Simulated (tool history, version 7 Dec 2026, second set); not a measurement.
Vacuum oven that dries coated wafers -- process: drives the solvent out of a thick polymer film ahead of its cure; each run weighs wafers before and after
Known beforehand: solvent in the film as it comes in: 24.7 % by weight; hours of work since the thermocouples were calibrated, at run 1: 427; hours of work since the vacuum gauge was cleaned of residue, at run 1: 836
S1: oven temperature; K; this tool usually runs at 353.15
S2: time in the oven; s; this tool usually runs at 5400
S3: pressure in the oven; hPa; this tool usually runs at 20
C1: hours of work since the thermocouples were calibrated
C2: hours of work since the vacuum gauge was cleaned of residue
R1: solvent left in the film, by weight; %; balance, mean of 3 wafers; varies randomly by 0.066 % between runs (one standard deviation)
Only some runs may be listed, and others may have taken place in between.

{"run": 1, "day": 0.0, "S1": 353.15, "S2": 5400, "S3": 20, "C1": 427, "C2": 836, "R1": 5.02}
{"run": 2, "day": 2.579, "S1": 343.15, "S2": 5400, "S3": 20, "C1": 466, "C2": 875, "R1": 8.79}
{"run": 3, "day": 4.738, "S1": 343.15, "S2": 5400, "S3": 20, "C1": 499, "C2": 908, "R1": 8.76}
{"run": 4, "day": 7.983, "S1": 343.15, "S2": 5400, "S3": 20, "C1": 549, "C2": 958, "R1": 8.69}
{"run": 5, "day": 9.95, "S1": 343.15, "S2": 5400, "S3": 20, "C1": 579, "C2": 988, "R1": 8.88}
{"run": 6, "day": 12.504, "S1": 343.15, "S2": 5400, "S3": 20, "C1": 618, "C2": 1027, "R1": 9.1}
{"run": 7, "day": 14.246, "S1": 343.15, "S2": 5400, "S3": 20, "C1": 644, "C2": 1053, "R1": 9}
{"run": 8, "day": 17.517, "S1": 353.15, "S2": 5400, "S3": 43.1, "C1": 694, "C2": 1103, "R1": 7.64}
{"run": 9, "day": 20.475, "S1": 353.15, "S2": 5400, "S3": 43.1, "C1": 740, "C2": 1149, "R1": 7.66}
{"run": 10, "day": 22.354, "S1": 353.15, "S2": 5400, "S3": 43.1, "C1": 768, "C2": 1177, "R1": 7.82}
{"run": 11, "day": 25.808, "S1": 353.15, "S2": 5400, "S3": 43.1, "C1": 821, "C2": 1230, "R1": 7.68}
{"run": 12, "day": 28.812, "S1": 353.15, "S2": 5400, "S3": 43.1, "C1": 867, "C2": 1276, "R1": 7.91}
{"run": 13, "day": 31.062, "S1": 353.15, "S2": 5400, "S3": 43.1, "C1": 901, "C2": 1310, "R1": 7.73}
{"run": 14, "day": 33.983, "S1": 353.15, "S2": 5400, "S3": 43.1, "C1": 946, "C2": 1355, "R1": 7.87}
{"day": 35.033, "done": "vacuum gauge cleaned of residue and calibrated"}
{"run": 15, "day": 37.208, "S1": 353.15, "S2": 5400, "S3": 20, "C1": 994, "C2": 33, "R1": 4.94}
{"run": 16, "day": 40.108, "S1": 353.15, "S2": 5400, "S3": 20, "C1": 1038, "C2": 78, "R1": 5.1}
{"run": 17, "day": 43.538, "S1": 363.15, "S2": 5400, "S3": 20, "C1": 1091, "C2": 130, "R1": 2.65}
{"day": 43.904, "done": "oven's thermocouples calibrated"}
{"run": 18, "day": 45.338, "S1": 363.15, "S2": 5400, "S3": 20, "C1": 22, "C2": 156, "R1": 2.93}
{"run": 19, "day": 48.858, "S1": 363.15, "S2": 4500, "S3": 20, "C1": 76, "C2": 210, "R1": 3.64}
{"run": 20, "day": 51.521, "S1": 350.15, "S2": 4440, "S3": 26, "C1": 116, "C2": 251, "R1": 8.48}
{"run": 21, "day": 54.1, "S1": 350.15, "S2": 4440, "S3": 26, "C1": 156, "C2": 290, "R1": 8.66}
{"run": 22, "day": 56.1, "S1": 350.15, "S2": 3360, "S3": 71.4, "C1": 186, "C2": 321, "R1": 14.66}
{"run": 23, "day": 58.854, "S1": 353.15, "S2": 5400, "S3": 10.1, "C1": 228, "C2": 363, "R1": 4.73}
{"run": 24, "day": 60.521, "S1": 362.15, "S2": 9600, "S3": 20, "C1": 254, "C2": 388, "R1": 2.11}
{"day": 63.146, "done": "oven's thermocouples calibrated, once more"}
{"run": 25, "day": 63.188, "S1": 353.15, "S2": 6360, "S3": 20, "C1": 1, "C2": 428, "R1": 3.84}
{"run": 26, "day": 64.754, "S1": 353.15, "S2": 6360, "S3": 20, "C1": 25, "C2": 452, "R1": 4.01}
{"run": 27, "day": 68.229, "S1": 353.15, "S2": 8880, "S3": 10.1, "C1": 78, "C2": 505, "R1": 2}
{"run": 28, "day": 70.6, "S1": 353.15, "S2": 8880, "S3": 10.1, "C1": 114, "C2": 541, "R1": 1.99}
{"run": 29, "day": 72.133, "S1": 357.15, "S2": 6660, "S3": 20.5, "C1": 137, "C2": 564, "R1": 2.93}
{"run": 30, "day": 74.692, "S1": 342.15, "S2": 2940, "S3": 21.8, "C1": 176, "C2": 603, "R1": 12.82}
{"run": 31, "day": 77.917, "S1": 353.15, "S2": 5400, "S3": 43.5, "C1": 226, "C2": 653, "R1": 7.13}
{"run": 32, "day": 79.35, "S1": 353.15, "S2": 5400, "S3": 43.5, "C1": 248, "C2": 674, "R1": 7.02}
{"run": 33, "day": 82.25, "S1": 361.15, "S2": 2820, "S3": 12.8, "C1": 292, "C2": 719, "R1": 5.59}
{"run": 34, "day": 84.788, "S1": 351.15, "S2": 3420, "S3": 51.3, "C1": 331, "C2": 758, "R1": 11.09}
{"run": 35, "day": 88.092, "S1": 343.15, "S2": 8280, "S3": 43.9, "C1": 381, "C2": 808, "R1": 9.88}

Predict each of these 3 candidate next runs independently; none follows another, all start after run 35:
{"run": "A", "day": 90.742, "S1": 358.15, "S2": 5400, "S3": 13.5, "C1": 422, "C2": 848, "R1": "?"}
{"run": "B", "day": 90.742, "S1": 343.15, "S2": 2940, "S3": 43.9, "C1": 422, "C2": 848, "R1": "?"}
{"run": "C", "day": 90.742, "S1": 343.15, "S2": 8280, "S3": 12.2, "C1": 422, "C2": 848, "R1": "?"}

run=A R1=3.19
run=B R1=14.93
run=C R1=5.2
Stripped of hidden state, with their random variation kept, the same runs would have yielded:
run=A R1=2.6
run=B R1=14.05
run=C R1=4.24
